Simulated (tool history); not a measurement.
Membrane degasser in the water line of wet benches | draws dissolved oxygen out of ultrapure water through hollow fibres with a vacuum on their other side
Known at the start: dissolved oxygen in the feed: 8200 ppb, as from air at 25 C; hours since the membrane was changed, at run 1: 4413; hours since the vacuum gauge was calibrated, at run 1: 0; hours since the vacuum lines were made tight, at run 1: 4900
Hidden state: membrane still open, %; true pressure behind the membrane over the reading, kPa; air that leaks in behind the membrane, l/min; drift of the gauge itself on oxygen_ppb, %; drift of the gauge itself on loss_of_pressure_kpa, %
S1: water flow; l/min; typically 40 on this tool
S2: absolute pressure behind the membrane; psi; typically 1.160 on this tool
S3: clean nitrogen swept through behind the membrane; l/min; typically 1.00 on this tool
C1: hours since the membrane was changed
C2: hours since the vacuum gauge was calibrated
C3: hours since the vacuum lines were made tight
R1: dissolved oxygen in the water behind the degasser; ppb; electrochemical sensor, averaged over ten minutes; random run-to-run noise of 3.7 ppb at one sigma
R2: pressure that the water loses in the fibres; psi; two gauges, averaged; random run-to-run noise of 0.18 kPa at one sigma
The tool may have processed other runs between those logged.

Run 1, hour 0.0: usual settings; C1 4413; C2 0; C3 4900. Result: R1 371.2 ppb, R2 4.860 psi.
Run 2, hour 182.5: usual settings; C1 4595; C2 182; C3 5082. Result: R1 374.8 ppb, R2 4.927 psi.
Run 3, hour 465.3: usual settings; C1 4878; C2 465; C3 5365. Result: R1 375.9 ppb, R2 4.892 psi.
Run 4, hour 788.7: usual settings; C1 5201; C2 789; C3 5689. Result: R1 371.8 ppb, R2 4.866 psi.
Run 5, hour 1017.1: usual settings but S2 2.460 psi; C1 5430; C2 1017; C3 5917. Result: R1 995.5 ppb, R2 4.870 psi.
At hour 1182.6: seals of the vacuum lines changed.
Run 6, hour 1192.1: usual settings but S2 2.460 psi; C1 5603; C2 1190; C3 9. Result: R1 1009.4 ppb, R2 4.907 psi.
Run 7, hour 1449.9: usual settings; C1 5860; C2 1448; C3 267. Result: R1 377.9 ppb, R2 4.876 psi.
Run 8, hour 1655.9: usual settings but S2 1.134 psi; C1 6066; C2 1654; C3 473. Result: R1 360.9 ppb, R2 4.875 psi.
Run 9, hour 1873.4: usual settings but S2 1.513 psi; C1 6284; C2 1871; C3 691. Result: R1 549.1 ppb, R2 4.792 psi.
Run 10, hour 2099.3: usual settings but S2 1.513 psi; C1 6510; C2 2097; C3 917. Result: R1 552.9 ppb, R2 4.808 psi.
Run 11, hour 2305.7: usual settings but S2 1.513 psi; C1 6716; C2 2304; C3 1123. Result: R1 551.2 ppb, R2 4.847 psi.
Run 12, hour 2580.6: usual settings but S2 1.513 psi; C1 6991; C2 2579; C3 1398. Result: R1 552.7 ppb, R2 4.859 psi.
Run 13, hour 2769.6: usual settings but S2 1.213 psi; C1 7180; C2 2768; C3 1587. Result: R1 395.0 ppb, R2 4.843 psi.
Run 14, hour 2930.7: usual settings but S2 1.213 psi; C1 7341; C2 2929; C3 1748. Result: R1 400.3 ppb, R2 4.875 psi.
Run 15, hour 3172.6: usual settings but S2 1.213 psi; C1 7583; C2 3171; C3 1990. Result: R1 400.5 ppb, R2 4.828 psi.
Run 16, hour 3479.6: usual settings but S2 1.213 psi; C1 7890; C2 3478; C3 2297. Result: R1 398.6 ppb, R2 4.838 psi.
Run 17, hour 3689.9: usual settings but S2 0.731 psi, S3 1.01 l/min; C1 8100; C2 3688; C3 2507. Result: R1 146.5 ppb, R2 4.847 psi.
Run 18, hour 3982.9: usual settings but S1 56 l/min, S2 2.400 psi, S3 2.03 l/min; C1 8393; C2 3981; C3 2800. Result: R1 740.5 ppb, R2 6.749 psi.
Run 19, hour 4130.2: usual settings but S1 56 l/min, S2 2.400 psi, S3 2.03 l/min; C1 8541; C2 4128; C3 2948. Result: R1 745.5 ppb, R2 6.769 psi.
Run 20, hour 4364.6: usual settings but S1 44 l/min; C1 8775; C2 4363; C3 3182. Result: R1 404.0 ppb, R2 5.269 psi.
Run 21, hour 4525.9: usual settings but S1 44 l/min; C1 8936; C2 4524; C3 3343. Result: R1 411.9 ppb, R2 5.303 psi.
Run 22, hour 4672.9: usual settings but S1 29 l/min, S2 0.927 psi, S3 0.57 l/min; C1 9083; C2 4671; C3 3490. Result: R1 302.8 ppb, R2 3.477 psi.
Run 23, hour 4843.3: usual settings but S1 43 l/min, S2 2.241 psi, S3 0.93 l/min; C1 9254; C2 4841; C3 3661. Result: R1 1002.4 ppb, R2 5.232 psi.
Run 24, hour 5049.0: usual settings but S1 34 l/min, S2 0.982 psi, S3 0.65 l/min; C1 9460; C2 5047; C3 3866. Result: R1 343.0 ppb, R2 4.107 psi.
Run 25, hour 5239.4: usual settings but S1 34 l/min, S2 0.982 psi, S3 0.65 l/min; C1 9650; C2 5237; C3 4057. Result: R1 337.8 ppb, R2 4.086 psi.
Run 26, hour 5484.8: usual settings but S3 1.24 l/min; C1 9895; C2 5483; C3 4302. Result: R1 316.7 ppb, R2 4.792 psi.
Run 27, hour 5622.5: usual settings but S1 32 l/min, S2 0.824 psi; C1 10033; C2 5621; C3 4440. Result: R1 162.2 ppb, R2 3.806 psi.
Run 28, hour 5909.2: usual settings but S1 44 l/min, S2 1.613 psi, S3 2.70 l/min; C1 10320; C2 5907; C3 4727. Result: R1 291.0 ppb, R2 5.263 psi.
Run 29, hour 6069.5: usual settings but S1 39 l/min, S2 1.124 psi, S3 0.43 l/min; C1 10480; C2 6068; C3 4887. Result: R1 635.6 ppb, R2 4.712 psi.
Run 30, hour 6348.2: usual settings but S1 31 l/min, S2 1.740 psi; C1 10759; C2 6346; C3 5166. Result: R1 529.4 ppb, R2 3.696 psi.
Run 31, hour 6589.3: usual settings but S1 31 l/min, S2 1.740 psi; C1 11000; C2 6587; C3 5407. Result: R1 546.1 ppb, R2 3.741 psi.
Run 32, hour 6886.5: usual settings but S1 31 l/min, S2 1.740 psi; C1 11297; C2 6884; C3 5704. Result: R1 539.5 ppb, R2 3.729 psi.

Predict each of these 4 candidate next runs independently; none follows another, all start after run 32:
Run A, hour 7210.8: usual settings but S1 31 l/min, S2 1.691 psi; C1 11621; C2 7209; C3 6028. Result: R1 ?, R2 ?.
Run B, hour 7210.8: usual settings but S1 32 l/min, S2 2.041 psi, S3 0.42 l/min; C1 11621; C2 7209; C3 6028. Result: R1 ?, R2 ?.
Run C, hour 7210.8: usual settings but S1 27 l/min, S2 1.519 psi, S3 0.59 l/min; C1 11621; C2 7209; C3 6028. Result: R1 ?, R2 ?.
Run D, hour 7210.8: usual settings but S1 31 l/min, S2 1.740 psi, S3 1.50 l/min; C1 11621; C2 7209; C3 6028. Result: R1 ?, R2 ?.

run      R1     R2
  A   522.5  3.725
  B  1241.9  3.785
  C   611.9  3.255
  D   390.8  3.691
Without the tool's unlogged condition, the same runs would have read:
run      R1     R2
  A   522.2  3.801
  B  1241.5  3.865
  C   611.6  3.323
  D   390.6  3.768
